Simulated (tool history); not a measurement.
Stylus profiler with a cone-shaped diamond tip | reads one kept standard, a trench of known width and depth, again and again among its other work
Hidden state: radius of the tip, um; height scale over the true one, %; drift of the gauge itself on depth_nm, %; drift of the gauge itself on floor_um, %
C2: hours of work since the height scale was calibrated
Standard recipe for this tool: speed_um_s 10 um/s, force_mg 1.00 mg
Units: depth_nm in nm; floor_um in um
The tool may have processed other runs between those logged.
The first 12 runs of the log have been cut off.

run 13 hour=263.5 | speed_um_s=9 force_mg=1.00 | scans_with_this_tip=2581 C2=471 | depth_nm=504.84 floor_um=26.65
run 14 hour=279.3 | speed_um_s=3 force_mg=1.00 | scans_with_this_tip=2617 C2=478 | depth_nm=504.81 floor_um=26.63
run 15 hour=306.0 | speed_um_s=3 force_mg=1.00 | scans_with_this_tip=2676 C2=489 | depth_nm=504.91 floor_um=26.64
run 16 hour=319.8 | speed_um_s=10 force_mg=1.00 | scans_with_this_tip=2707 C2=494 | depth_nm=504.98 floor_um=26.56
run 17 hour=338.1 | speed_um_s=10 force_mg=1.00 | scans_with_this_tip=2748 C2=502 | depth_nm=504.90 floor_um=26.63
run 18 hour=365.8 | speed_um_s=10 force_mg=1.00 | scans_with_this_tip=2810 C2=513 | depth_nm=505.08 floor_um=26.54
run 19 hour=392.8 | speed_um_s=10 force_mg=1.00 | scans_with_this_tip=2870 C2=524 | depth_nm=505.14 floor_um=26.50
run 20 hour=419.4 | speed_um_s=12 force_mg=1.00 | scans_with_this_tip=2929 C2=535 | depth_nm=504.85 floor_um=26.50

Estimate the outcome of run 21 from the log above:
run 21 hour=448.9 | speed_um_s=12 force_mg=1.00 | scans_with_this_tip=2995 C2=547 | depth_nm=? floor_um=?

Run 21 produced depth_nm 505.21 nm, floor_um 26.57 um.
On a tool with no hidden condition, and with the same random variation, this run would have come out at depth_nm 503.77 nm, floor_um 26.94 um.
